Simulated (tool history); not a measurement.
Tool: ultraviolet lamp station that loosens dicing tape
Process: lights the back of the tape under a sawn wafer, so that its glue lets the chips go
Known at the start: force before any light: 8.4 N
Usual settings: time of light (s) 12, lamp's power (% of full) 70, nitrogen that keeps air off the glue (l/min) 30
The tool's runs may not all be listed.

| run | hour | time of light (s) | lamp's power (% of full) | nitrogen that keeps air off the glue (l/min) | force that peels the tape off (N) | light that reached the tape (mJ/cm²) |
|---|---|---|---|---|---|---|
| 1 | 0.0 | 12 | 70 | 30 | 1.713 | 401 |
| 2 | 40.1 | 12 | 70 | 30 | 1.803 | 385 |
| 3 | 101.0 | 12 | 70 | 30 | 1.897 | 363 |
| 4 | 130.3 | 12 | 70 | 30 | 2.025 | 358 |
| 5 | 201.1 | 12 | 70 | 30 | 2.291 | 327 |
|  | 244.5 | window cleaned of glue's vapour |
| 6 | 244.7 | 12 | 70 | 30 | 1.835 | 371 |
| 7 | 282.1 | 12 | 70 | 30 | 2.020 | 357 |
| 8 | 316.3 | 12 | 70 | 30 | 2.045 | 347 |
| 9 | 351.4 | 12 | 70 | 29 | 2.138 | 330 |
| 10 | 387.8 | 7 | 70 | 30 | 4.141 | 185 |
| 11 | 420.7 | 12 | 70 | 30 | 2.416 | 311 |
| 12 | 489.8 | 12 | 70 | 30 | 2.637 | 291 |
|  | 546.5 | window cleaned of glue's vapour |
| 13 | 561.9 | 12 | 70 | 20 | 2.638 | 305 |
| 14 | 614.3 | 12 | 70 | 20 | 2.876 | 295 |
| 15 | 675.6 | 12 | 70 | 30 | 2.715 | 274 |
| 16 | 737.9 | 24 | 70 | 11 | 1.888 | 508 |
|  | 759.3 | lamp changed |
| 17 | 777.2 | 12 | 91 | 10 | 1.683 | 554 |

Forecast run 18:
| 18 | 818.8 | 12 | 91 | 36 | ? | ? |

force that peels the tape off (N): 0.946
light that reached the tape (mJ/cm²): 537
Without the tool's hidden state the same run would have given force that peels the tape off (N) 0.652, light that reached the tape (mJ/cm²) 643.

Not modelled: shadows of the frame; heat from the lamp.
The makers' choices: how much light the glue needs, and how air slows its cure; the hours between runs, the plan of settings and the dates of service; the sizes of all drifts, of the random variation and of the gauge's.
